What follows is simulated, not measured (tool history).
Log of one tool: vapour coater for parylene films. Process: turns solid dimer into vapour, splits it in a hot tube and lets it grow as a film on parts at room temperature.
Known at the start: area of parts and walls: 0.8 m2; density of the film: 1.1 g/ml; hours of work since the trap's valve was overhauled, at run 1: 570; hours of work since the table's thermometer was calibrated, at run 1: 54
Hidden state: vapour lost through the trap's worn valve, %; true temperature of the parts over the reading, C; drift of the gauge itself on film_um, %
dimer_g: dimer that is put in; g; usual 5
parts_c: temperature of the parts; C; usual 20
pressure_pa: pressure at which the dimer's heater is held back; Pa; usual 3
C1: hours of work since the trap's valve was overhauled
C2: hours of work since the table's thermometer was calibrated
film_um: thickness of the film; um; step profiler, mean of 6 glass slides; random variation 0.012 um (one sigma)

{"run": 1, "day": 0.0, "dimer_g": 5, "parts_c": 20, "pressure_pa": 3, "C1": 570, "C2": 54, "film_um": 3.52}
{"run": 2, "day": 0.762, "dimer_g": 5, "parts_c": 20, "pressure_pa": 3, "C1": 585, "C2": 69, "film_um": 3.51}
{"run": 3, "day": 1.55, "dimer_g": 5, "parts_c": 20, "pressure_pa": 3, "C1": 600, "C2": 84, "film_um": 3.49}
{"run": 4, "day": 2.662, "dimer_g": 5, "parts_c": 31, "pressure_pa": 3, "C1": 622, "C2": 106, "film_um": 2.84}
{"day": 3.533, "done": "trap's valve overhauled"}
{"run": 5, "day": 3.917, "dimer_g": 4, "parts_c": 31, "pressure_pa": 3, "C1": 7, "C2": 127, "film_um": 2.47}
{"run": 6, "day": 4.533, "dimer_g": 4, "parts_c": 31, "pressure_pa": 3, "C1": 19, "C2": 139, "film_um": 2.46}
{"run": 7, "day": 5.975, "dimer_g": 7, "parts_c": 20, "pressure_pa": 3, "C1": 47, "C2": 167, "film_um": 5.31}
{"run": 8, "day": 7.025, "dimer_g": 5, "parts_c": 20, "pressure_pa": 3, "C1": 68, "C2": 188, "film_um": 3.8}
{"day": 7.179, "done": "table's thermometer calibrated"}
{"run": 9, "day": 8.533, "dimer_g": 5, "parts_c": 20, "pressure_pa": 3, "C1": 96, "C2": 26, "film_um": 3.8}
{"run": 10, "day": 9.275, "dimer_g": 5, "parts_c": 20, "pressure_pa": 3.8, "C1": 111, "C2": 41, "film_um": 3.67}
{"run": 11, "day": 10.171, "dimer_g": 5, "parts_c": 20, "pressure_pa": 3.8, "C1": 128, "C2": 58, "film_um": 3.66}
{"run": 12, "day": 10.867, "dimer_g": 5, "parts_c": 20, "pressure_pa": 3.8, "C1": 142, "C2": 72, "film_um": 3.66}
{"run": 13, "day": 11.829, "dimer_g": 5, "parts_c": 20, "pressure_pa": 3.8, "C1": 161, "C2": 90, "film_um": 3.67}
{"run": 14, "day": 12.979, "dimer_g": 5, "parts_c": 21, "pressure_pa": 3.65, "C1": 183, "C2": 113, "film_um": 3.59}
{"day": 13.346, "done": "table's thermometer calibrated, once more"}
{"run": 15, "day": 14.446, "dimer_g": 5, "parts_c": 21, "pressure_pa": 3.65, "C1": 211, "C2": 21, "film_um": 3.56}
{"run": 16, "day": 15.571, "dimer_g": 3, "parts_c": 20, "pressure_pa": 3, "C1": 232, "C2": 43, "film_um": 2.22}
{"run": 17, "day": 17.042, "dimer_g": 3, "parts_c": 17, "pressure_pa": 11.7, "C1": 261, "C2": 72, "film_um": 2.05}
{"run": 18, "day": 18.125, "dimer_g": 3, "parts_c": 17, "pressure_pa": 11.7, "C1": 282, "C2": 93, "film_um": 2.03}
{"run": 19, "day": 18.792, "dimer_g": 2, "parts_c": 20, "pressure_pa": 2.01, "C1": 295, "C2": 106, "film_um": 1.53}
{"run": 20, "day": 20.129, "dimer_g": 8, "parts_c": 15, "pressure_pa": 4.21, "C1": 321, "C2": 132, "film_um": 6.23}
{"run": 21, "day": 21.029, "dimer_g": 5, "parts_c": 20, "pressure_pa": 3.5, "C1": 339, "C2": 149, "film_um": 3.6}
{"run": 22, "day": 22.067, "dimer_g": 6, "parts_c": 20, "pressure_pa": 3.34, "C1": 359, "C2": 170, "film_um": 4.3}
{"run": 23, "day": 23.054, "dimer_g": 5, "parts_c": 20, "pressure_pa": 2.6, "C1": 378, "C2": 189, "film_um": 3.66}

Forecast each of these 3 alternatives for the next run:
{"run": "A", "day": 24.029, "dimer_g": 4, "parts_c": 23, "pressure_pa": 2.55, "C1": 397, "C2": 208, "film_um": "?"}
{"run": "B", "day": 24.029, "dimer_g": 3, "parts_c": 13, "pressure_pa": 11.77, "C1": 397, "C2": 208, "film_um": "?"}
{"run": "C", "day": 24.029, "dimer_g": 8, "parts_c": 13, "pressure_pa": 8.97, "C1": 397, "C2": 208, "film_um": "?"}

run=A film_um=2.79
run=B film_um=2.17
run=C film_um=5.92
Without the tool's hidden state the same runs would have given:
run=A film_um=2.94
run=B film_um=2.29
run=C film_um=6.24

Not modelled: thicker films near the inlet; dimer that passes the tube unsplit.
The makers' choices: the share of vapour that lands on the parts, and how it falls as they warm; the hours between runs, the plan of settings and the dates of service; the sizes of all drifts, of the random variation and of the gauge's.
